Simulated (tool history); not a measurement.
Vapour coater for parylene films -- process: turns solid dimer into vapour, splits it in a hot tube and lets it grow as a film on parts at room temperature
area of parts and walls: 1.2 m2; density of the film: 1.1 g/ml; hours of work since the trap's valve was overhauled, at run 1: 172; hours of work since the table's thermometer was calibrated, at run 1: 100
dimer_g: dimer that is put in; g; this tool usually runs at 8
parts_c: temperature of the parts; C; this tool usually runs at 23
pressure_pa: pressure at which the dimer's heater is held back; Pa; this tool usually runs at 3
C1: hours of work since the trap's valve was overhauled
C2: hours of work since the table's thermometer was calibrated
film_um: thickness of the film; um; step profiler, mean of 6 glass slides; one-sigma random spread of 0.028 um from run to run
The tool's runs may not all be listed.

Run 1, hour 0: usual settings; C1 172; C2 100. Result: film_um 3.87 um.
Run 2, hour 15.3: usual settings; C1 178; C2 106. Result: film_um 3.86 um.
Run 3, hour 30.6: usual settings; C1 184; C2 113. Result: film_um 3.88 um.
Run 4, hour 47.1: usual settings; C1 191; C2 119. Result: film_um 3.89 um.
Run 5, hour 62.8: usual settings but pressure_pa 4.8 Pa; C1 198; C2 126. Result: film_um 3.6 um.
Run 6, hour 70.5: usual settings; C1 201; C2 129. Result: film_um 3.83 um.
Run 7, hour 84.3: usual settings; C1 207; C2 135. Result: film_um 3.85 um.
Run 8, hour 96.5: usual settings; C1 212; C2 140. Result: film_um 3.86 um.
Run 9, hour 109.2: usual settings; C1 217; C2 145. Result: film_um 3.88 um.
Run 10, hour 119.7: usual settings; C1 221; C2 149. Result: film_um 3.87 um.
Run 11, hour 131.1: usual settings; C1 226; C2 154. Result: film_um 3.87 um.
Run 12, hour 145: usual settings; C1 232; C2 160. Result: film_um 3.86 um.
Run 13, hour 159.5: usual settings but dimer_g 3 g; C1 238; C2 166. Result: film_um 1.44 um.
Run 14, hour 173.7: usual settings but dimer_g 3 g; C1 243; C2 172. Result: film_um 1.4 um.
Run 15, hour 187.3: usual settings but dimer_g 11 g, pressure_pa 4.42 Pa; C1 249; C2 177. Result: film_um 4.93 um.
Run 16, hour 201.6: usual settings but dimer_g 13 g, pressure_pa 4.03 Pa; C1 255; C2 183. Result: film_um 6.01 um.
Run 17, hour 211.3: usual settings but dimer_g 13 g, pressure_pa 4.03 Pa; C1 259; C2 187. Result: film_um 5.95 um.
Run 18, hour 228.1: usual settings but dimer_g 13 g, parts_c 32 C, pressure_pa 4.03 Pa; C1 266; C2 194. Result: film_um 4.89 um.
Run 19, hour 238.3: usual settings but dimer_g 5 g, parts_c 16 C, pressure_pa 9.48 Pa; C1 270; C2 198. Result: film_um 2.31 um.
Run 20, hour 251.8: usual settings but dimer_g 6 g, parts_c 22 C, pressure_pa 9.48 Pa; C1 276; C2 204. Result: film_um 2.4 um.
Run 21, hour 268.6: usual settings but dimer_g 6 g, parts_c 18 C, pressure_pa 4.5 Pa; C1 282; C2 211. Result: film_um 3 um.
Run 22, hour 284.4: usual settings but dimer_g 6 g, parts_c 18 C, pressure_pa 4.5 Pa; C1 289; C2 217. Result: film_um 2.98 um.
Run 23, hour 294.7: usual settings but dimer_g 12 g, parts_c 22 C, pressure_pa 3.08 Pa; C1 293; C2 221. Result: film_um 5.83 um.
Run 24, hour 305.8: usual settings but dimer_g 4 g, parts_c 22 C, pressure_pa 5.05 Pa; C1 298; C2 226. Result: film_um 1.8 um.
Run 25, hour 315.3: usual settings but dimer_g 3 g, parts_c 19 C, pressure_pa 11.62 Pa; C1 302; C2 230. Result: film_um 1.27 um.
Run 26, hour 328.1: usual settings but dimer_g 3 g, parts_c 19 C, pressure_pa 11.62 Pa; C1 307; C2 235. Result: film_um 1.24 um.

3 ways to go on from here, each from the tool as it stands after run 26. What would each give?
Run A, hour 344.6: usual settings but dimer_g 4 g, pressure_pa 7.23 Pa; C1 314; C2 242. Result: film_um ?.
Run B, hour 344.6: usual settings but dimer_g 3 g, parts_c 34 C, pressure_pa 11.62 Pa; C1 314; C2 242. Result: film_um ?.
Run C, hour 344.6: usual settings but dimer_g 4 g; C1 314; C2 242. Result: film_um ?.

run  film_um
  A     1.69
  B     0.91
  C     1.94
Take away the tool's hidden state, keep each run's random variation, and the runs would have read:
run  film_um
  A     1.77
  B     0.95
  C     2.04
